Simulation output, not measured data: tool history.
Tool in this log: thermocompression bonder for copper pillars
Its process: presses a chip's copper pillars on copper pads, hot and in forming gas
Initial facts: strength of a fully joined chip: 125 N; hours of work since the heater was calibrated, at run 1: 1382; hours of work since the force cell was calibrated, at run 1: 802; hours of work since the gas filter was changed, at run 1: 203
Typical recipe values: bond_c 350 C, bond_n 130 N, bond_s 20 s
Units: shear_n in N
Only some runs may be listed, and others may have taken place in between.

run	day	bond_c	bond_n	bond_s	hours of work since the heater was calibrated	hours of work since the force cell was calibrated	hours of work since the gas filter was changed	shear_n
1	0.000	350	130	20	1382	802	203	82.4
# day 1.933: heater calibrated with a thermocouple chip
2	3.079	350	130	20	17	846	248	81.6
3	4.867	350	130	20	44	873	274	82.1
4	6.942	350	130	20	75	904	305	82.8
5	8.254	350	130	20	94	923	325	81.5
6	10.850	350	130	16	133	962	363	77.4
7	12.488	350	130	20	157	987	388	81.7
8	14.942	357	130	20	194	1023	424	84.8
9	17.208	357	130	20	227	1057	458	84.6
# day 18.908: forming gas filter changed
10	19.004	357	130	20	254	1083	1	83.8
11	20.421	350	98	20	275	1104	23	67.0
12	22.596	350	98	20	307	1137	55	66.6
13	24.679	350	189	20	338	1168	86	100.5
14	27.758	339	104	14	384	1214	132	57.1
15	30.238	339	104	14	421	1251	169	57.7
16	32.596	339	104	14	456	1286	204	57.2
17	34.146	356	97	20	479	1309	227	67.6
18	37.133	365	98	18	524	1353	271	69.0
19	40.100	369	109	12	568	1397	316	68.0
20	42.071	372	109	37	597	1427	345	93.6

How the hidden state differs across the entries between the runs, from the last listed run before each to the first after it:
Logged between run 1 and run 2: heater calibrated with a thermocouple chip (day 1.933)
  true temperature of the bond over the reading, C: -0.1 -> 0; oxide that the forming gas leaves, % of the face: 0.54 -> 0.55; drift of the gauge itself on shear_n, %: 0 -> -0.12
  measured less the result without the state, shear_n: -0.1 -> -0.2 N
Logged between run 9 and run 10: forming gas filter changed (day 18.908)
  oxide that the forming gas leaves, % of the face: 0.6 -> 0.5; drift of the gauge itself on shear_n, %: -0.66 -> -0.73
  measured less the result without the state, shear_n: -0.7 -> -0.7 N
